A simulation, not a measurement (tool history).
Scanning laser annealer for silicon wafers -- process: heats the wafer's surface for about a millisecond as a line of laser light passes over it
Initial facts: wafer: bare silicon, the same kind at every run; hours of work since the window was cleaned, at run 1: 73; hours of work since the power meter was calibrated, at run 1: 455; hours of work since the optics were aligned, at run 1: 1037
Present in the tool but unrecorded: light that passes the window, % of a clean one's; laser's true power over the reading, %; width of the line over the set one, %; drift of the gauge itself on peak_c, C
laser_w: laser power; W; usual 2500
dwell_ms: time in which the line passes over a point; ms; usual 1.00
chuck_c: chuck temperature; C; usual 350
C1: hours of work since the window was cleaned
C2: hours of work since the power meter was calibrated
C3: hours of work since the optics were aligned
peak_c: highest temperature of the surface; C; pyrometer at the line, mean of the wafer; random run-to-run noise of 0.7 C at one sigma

Run 1, day 0.000: usual settings; C1 73; C2 455; C3 1037. Result: peak_c 1053.8 C.
Run 2, day 1.046: usual settings; C1 84; C2 466; C3 1048. Result: peak_c 1053.4 C.
Run 3, day 1.958: usual settings; C1 93; C2 475; C3 1058. Result: peak_c 1054.5 C.
Run 4, day 3.133: usual settings; C1 106; C2 488; C3 1070. Result: peak_c 1053.6 C.
Run 5, day 4.042: usual settings; C1 115; C2 497; C3 1079. Result: peak_c 1053.7 C.
Run 6, day 5.217: usual settings; C1 128; C2 510; C3 1092. Result: peak_c 1053.5 C.
Run 7, day 6.308: usual settings but chuck_c 378 C; C1 139; C2 521; C3 1103. Result: peak_c 1083.9 C.
Run 8, day 7.208: usual settings but dwell_ms 0.77 ms; C1 149; C2 531; C3 1113. Result: peak_c 952.7 C.
Run 9, day 8.183: usual settings but dwell_ms 0.77 ms; C1 159; C2 541; C3 1123. Result: peak_c 952.7 C.
Run 10, day 8.708: usual settings but dwell_ms 0.77 ms; C1 165; C2 546; C3 1129. Result: peak_c 953.5 C.
Run 11, day 9.671: usual settings but laser_w 2743 W, chuck_c 384 C; C1 175; C2 557; C3 1139. Result: peak_c 1155.8 C.
Run 12, day 10.642: usual settings but laser_w 2373 W, chuck_c 332 C; C1 185; C2 567; C3 1149. Result: peak_c 1002.5 C.
Run 13, day 11.308: usual settings but laser_w 2731 W, dwell_ms 1.06 ms, chuck_c 363 C; C1 192; C2 574; C3 1156. Result: peak_c 1159.0 C.
Run 14, day 11.958: usual settings but laser_w 2731 W, dwell_ms 1.06 ms, chuck_c 363 C; C1 199; C2 581; C3 1163. Result: peak_c 1158.5 C.
Run 15, day 12.962: usual settings but laser_w 2736 W, dwell_ms 0.91 ms, chuck_c 363 C; C1 209; C2 591; C3 1174. Result: peak_c 1090.3 C.
Run 16, day 13.600: usual settings but laser_w 2736 W, dwell_ms 0.91 ms, chuck_c 363 C; C1 216; C2 598; C3 1180. Result: peak_c 1090.8 C.
Run 17, day 14.238: usual settings but laser_w 2376 W, dwell_ms 0.84 ms, chuck_c 390 C; C1 223; C2 605; C3 1187. Result: peak_c 993.7 C.
Run 18, day 14.717: usual settings but laser_w 2270 W, chuck_c 361 C; C1 228; C2 610; C3 1192. Result: peak_c 1003.8 C.

5 ways to go on from here, each from the tool as it stands after run 18. What would each give?
Run A, day 15.354: usual settings but laser_w 2246 W, chuck_c 331 C; C1 235; C2 617; C3 1199. Result: peak_c ?.
Run B, day 15.354: usual settings but laser_w 2180 W, dwell_ms 0.73 ms, chuck_c 361 C; C1 235; C2 617; C3 1199. Result: peak_c ?.
Run C, day 15.354: usual settings but dwell_ms 0.78 ms, chuck_c 320 C; C1 235; C2 617; C3 1199. Result: peak_c ?.
Run D, day 15.354: usual settings but laser_w 2259 W, dwell_ms 1.24 ms, chuck_c 326 C; C1 235; C2 617; C3 1199. Result: peak_c ?.
Run E, day 15.354: usual settings but laser_w 2300 W, chuck_c 376 C; C1 235; C2 617; C3 1199. Result: peak_c ?.

run  peak_c
  A   966.5
  B   873.0
  C   927.9
  D  1052.4
  E  1026.6
With the hidden condition removed and each run's random variation left untouched, the same runs would have given:
run  peak_c
  A   965.1
  B   871.5
  C   926.5
  D  1051.1
  E  1025.2
